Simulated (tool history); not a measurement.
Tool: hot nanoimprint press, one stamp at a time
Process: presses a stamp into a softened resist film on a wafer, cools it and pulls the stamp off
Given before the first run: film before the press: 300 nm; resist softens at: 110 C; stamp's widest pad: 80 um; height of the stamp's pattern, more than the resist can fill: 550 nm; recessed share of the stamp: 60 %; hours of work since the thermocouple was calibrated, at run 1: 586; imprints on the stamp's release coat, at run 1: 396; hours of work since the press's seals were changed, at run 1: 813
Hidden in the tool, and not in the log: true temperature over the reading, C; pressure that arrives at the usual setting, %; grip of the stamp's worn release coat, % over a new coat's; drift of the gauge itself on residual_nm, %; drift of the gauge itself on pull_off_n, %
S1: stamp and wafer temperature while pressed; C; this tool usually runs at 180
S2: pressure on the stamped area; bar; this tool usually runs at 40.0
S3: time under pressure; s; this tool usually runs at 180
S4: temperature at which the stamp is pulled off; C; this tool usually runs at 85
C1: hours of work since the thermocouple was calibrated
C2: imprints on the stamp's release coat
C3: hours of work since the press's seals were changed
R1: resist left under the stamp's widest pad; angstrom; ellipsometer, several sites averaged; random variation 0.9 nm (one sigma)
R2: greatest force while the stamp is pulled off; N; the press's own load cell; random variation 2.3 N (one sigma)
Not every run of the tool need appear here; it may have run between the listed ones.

{"run": 1, "hour": 0.0, "S1": 180, "S2": 40.0, "S3": 180, "S4": 85, "C1": 586, "C2": 396, "C3": 813, "R1": 1473, "R2": 125}
{"hour": 23.2, "done": "plate thermocouple calibrated"}
{"run": 2, "hour": 38.8, "S1": 180, "S2": 40.0, "S3": 180, "S4": 85, "C1": 12, "C2": 552, "C3": 840, "R1": 1281, "R2": 124}
{"run": 3, "hour": 70.3, "S1": 180, "S2": 40.0, "S3": 180, "S4": 85, "C1": 36, "C2": 690, "C3": 864, "R1": 1274, "R2": 129}
{"run": 4, "hour": 114.9, "S1": 180, "S2": 40.0, "S3": 180, "S4": 85, "C1": 69, "C2": 885, "C3": 898, "R1": 1326, "R2": 135}
{"run": 5, "hour": 180.3, "S1": 180, "S2": 38.5, "S3": 180, "S4": 85, "C1": 119, "C2": 1171, "C3": 947, "R1": 1342, "R2": 141}
{"run": 6, "hour": 230.0, "S1": 180, "S2": 38.5, "S3": 180, "S4": 85, "C1": 157, "C2": 1388, "C3": 985, "R1": 1358, "R2": 155}
{"hour": 280.6, "done": "press's hydraulic seals changed and the load cell set to zero"}
{"run": 7, "hour": 295.7, "S1": 180, "S2": 38.5, "S3": 180, "S4": 85, "C1": 200, "C2": 1641, "C3": 11, "R1": 1330, "R2": 158}
{"run": 8, "hour": 349.6, "S1": 180, "S2": 38.5, "S3": 180, "S4": 85, "C1": 241, "C2": 1877, "C3": 52, "R1": 1329, "R2": 173}
{"run": 9, "hour": 413.4, "S1": 180, "S2": 40.0, "S3": 180, "S4": 86, "C1": 290, "C2": 2156, "C3": 101, "R1": 1322, "R2": 192}
{"run": 10, "hour": 483.7, "S1": 180, "S2": 40.0, "S3": 180, "S4": 77, "C1": 343, "C2": 2463, "C3": 154, "R1": 1340, "R2": 251}
{"hour": 493.1, "done": "stamp cleaned and given a new release coat"}
{"run": 11, "hour": 542.9, "S1": 180, "S2": 40.0, "S3": 180, "S4": 77, "C1": 383, "C2": 218, "C3": 194, "R1": 1333, "R2": 135}
{"run": 12, "hour": 589.1, "S1": 180, "S2": 40.0, "S3": 180, "S4": 77, "C1": 418, "C2": 420, "C3": 229, "R1": 1376, "R2": 146}
{"run": 13, "hour": 636.2, "S1": 180, "S2": 40.0, "S3": 180, "S4": 77, "C1": 454, "C2": 626, "C3": 265, "R1": 1380, "R2": 153}
{"run": 14, "hour": 691.8, "S1": 180, "S2": 40.0, "S3": 180, "S4": 77, "C1": 496, "C2": 869, "C3": 307, "R1": 1407, "R2": 172}
{"run": 15, "hour": 721.5, "S1": 176, "S2": 40.0, "S3": 180, "S4": 77, "C1": 519, "C2": 999, "C3": 330, "R1": 1671, "R2": 176}
{"run": 16, "hour": 761.1, "S1": 180, "S2": 40.0, "S3": 311, "S4": 85, "C1": 549, "C2": 1172, "C3": 360, "R1": 1197, "R2": 160}
{"run": 17, "hour": 796.0, "S1": 180, "S2": 40.0, "S3": 311, "S4": 85, "C1": 575, "C2": 1325, "C3": 386, "R1": 1181, "R2": 158}
{"hour": 833.5, "done": "plate thermocouple calibrated"}
{"run": 18, "hour": 838.9, "S1": 185, "S2": 40.0, "S3": 311, "S4": 85, "C1": 4, "C2": 1500, "C3": 416, "R1": 844, "R2": 154}
{"run": 19, "hour": 876.5, "S1": 189, "S2": 40.0, "S3": 311, "S4": 85, "C1": 33, "C2": 1664, "C3": 445, "R1": 713, "R2": 158}
{"run": 20, "hour": 912.4, "S1": 189, "S2": 40.0, "S3": 311, "S4": 85, "C1": 60, "C2": 1821, "C3": 472, "R1": 710, "R2": 169}
{"run": 21, "hour": 942.9, "S1": 172, "S2": 40.0, "S3": 299, "S4": 85, "C1": 83, "C2": 1955, "C3": 495, "R1": 1576, "R2": 181}
{"run": 22, "hour": 978.0, "S1": 172, "S2": 40.0, "S3": 299, "S4": 85, "C1": 109, "C2": 2108, "C3": 522, "R1": 1591, "R2": 185}
{"run": 23, "hour": 1018.0, "S1": 182, "S2": 40.0, "S3": 180, "S4": 75, "C1": 140, "C2": 2283, "C3": 552, "R1": 1216, "R2": 241}
{"hour": 1067.6, "done": "stamp cleaned and given a new release coat"}
{"run": 24, "hour": 1075.3, "S1": 182, "S2": 35.4, "S3": 342, "S4": 75, "C1": 179, "C2": 34, "C3": 591, "R1": 1044, "R2": 131}
{"run": 25, "hour": 1138.3, "S1": 182, "S2": 35.4, "S3": 342, "S4": 75, "C1": 226, "C2": 309, "C3": 639, "R1": 1049, "R2": 145}
{"run": 26, "hour": 1183.6, "S1": 174, "S2": 35.4, "S3": 342, "S4": 92, "C1": 261, "C2": 507, "C3": 673, "R1": 1539, "R2": 105}
{"run": 27, "hour": 1241.7, "S1": 180, "S2": 25.1, "S3": 180, "S4": 85, "C1": 305, "C2": 761, "C3": 717, "R1": 1742, "R2": 140}
{"run": 28, "hour": 1296.7, "S1": 186, "S2": 37.3, "S3": 160, "S4": 76, "C1": 346, "C2": 1002, "C3": 759, "R1": 1143, "R2": 178}
{"run": 29, "hour": 1348.1, "S1": 183, "S2": 61.7, "S3": 215, "S4": 76, "C1": 385, "C2": 1227, "C3": 798, "R1": 923, "R2": 192}
{"run": 30, "hour": 1404.3, "S1": 185, "S2": 51.7, "S3": 127, "S4": 76, "C1": 428, "C2": 1472, "C3": 840, "R1": 1123, "R2": 197}
{"run": 31, "hour": 1461.9, "S1": 185, "S2": 24.8, "S3": 127, "S4": 71, "C1": 472, "C2": 1725, "C3": 884, "R1": 1632, "R2": 236}

Alternative continuations, all from the tool just after run 31; predict every row:
{"run": "A", "hour": 1517.0, "S1": 171, "S2": 24.8, "S3": 108, "S4": 71, "C1": 513, "C2": 1965, "C3": 926, "R1": "?", "R2": "?"}
{"run": "B", "hour": 1517.0, "S1": 191, "S2": 62.5, "S3": 127, "S4": 81, "C1": 513, "C2": 1965, "C3": 926, "R1": "?", "R2": "?"}
{"run": "C", "hour": 1517.0, "S1": 174, "S2": 24.8, "S3": 127, "S4": 71, "C1": 513, "C2": 1965, "C3": 926, "R1": "?", "R2": "?"}

run=A R1=2593 R2=250
run=B R1=794 R2=210
run=C R1=2380 R2=254
Stripped of hidden state, with their random variation kept, the same runs would have yielded:
run=A R1=2429 R2=139
run=B R1=662 R2=117
run=C R1=2179 R2=141
